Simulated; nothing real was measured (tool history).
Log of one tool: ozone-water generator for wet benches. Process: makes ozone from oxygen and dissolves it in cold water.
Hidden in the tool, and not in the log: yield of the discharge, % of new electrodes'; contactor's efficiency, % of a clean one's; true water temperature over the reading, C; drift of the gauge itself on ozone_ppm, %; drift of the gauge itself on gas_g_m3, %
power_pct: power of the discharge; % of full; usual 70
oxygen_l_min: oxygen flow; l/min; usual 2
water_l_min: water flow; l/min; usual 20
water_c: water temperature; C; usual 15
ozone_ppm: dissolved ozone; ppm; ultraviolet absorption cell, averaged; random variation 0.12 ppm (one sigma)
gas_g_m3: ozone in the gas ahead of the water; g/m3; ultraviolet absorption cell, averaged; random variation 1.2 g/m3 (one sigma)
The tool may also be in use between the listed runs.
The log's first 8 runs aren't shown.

run,hour,power_pct,oxygen_l_min,water_l_min,water_c,hours of work since the electrodes were changed,hours of work since the contactor was cleaned,hours of work since the thermometer was calibrated,ozone_ppm,gas_g_m3
9,594.1,70,2,20,19,2970,526,2519,10.1,201.7
10,691.8,70,2,18,15,3039,595,2587,11.6,202.5
11,780.4,70,2,18,15,3101,657,2649,11.8,199.6
12,841.9,70,2,18,15,3144,700,2692,11.5,200.9
13,898.7,70,2.51,20,15,3183,739,2732,10.7,174.8
14,960.2,53,2.51,20,15,3226,782,2775,9.1,149.2
15,1042.1,53,2.51,20,15,3283,840,2832,9.1,149.1
16,1122.9,45,2.51,20,15,3340,896,2889,8.3,135.3
17,1220.1,45,2.51,20,15,3408,964,2957,8.3,136.2
18,1282.8,79,3.09,29,8,3452,1008,3001,7.8,164.8
19,1338,79,3.09,29,17,3490,1046,3039,7.4,165.3
20,1434.9,97,2,30,10,3558,1114,3107,7.2,237.5
21,1476.4,70,1.35,20,9,3587,1143,3136,9.5,248.7
22,1556.3,90,1.27,16,14,3643,1199,3192,13.8,290.4
23,1637.2,65,3.3,17,14,3700,1256,3248,12.7,142.9
24,1720,65,3.3,17,14,3758,1314,3306,12.4,142.5
25,1774.9,45,3.39,16,14,3796,1352,3345,11,115.5
26,1852.7,45,3.39,16,14,3850,1406,3399,11,115.4
27,1896.4,63,2,14,17,3881,1437,3430,13.9,185.9
28,1968.6,85,2,14,20,3931,1487,3480,15.9,216.8
29,2036.5,70,2,18,15,3979,1535,3528,11.3,194.9
30,2081.2,63,1.91,18,10,4010,1566,3559,10.9,188.1
31,2130.4,51,1.65,15,15,4044,1601,3593,11.2,183.8
32,2181,51,1.65,15,15,4080,1636,3629,11.3,183.4
33,2259.4,45,2.38,23,15,4135,1691,3684,6.9,139

3 ways to go on from here, each from the tool as it stands after run 33. What would each give?
A,2313.2,70,3.4,20,15,4172,1728,3721,?,?
B,2313.2,45,2.89,15,15,4172,1728,3721,?,?
C,2313.2,70,1.73,20,10,4172,1728,3721,?,?

run,ozone_ppm,gas_g_m3
A,10.8,141.7
B,11.3,123.4
C,9.8,210.8
Without the tool's hidden state the same runs would have given:
run,ozone_ppm,gas_g_m3
A,12.3,159.3
B,12.5,134.7
C,11.2,237.1
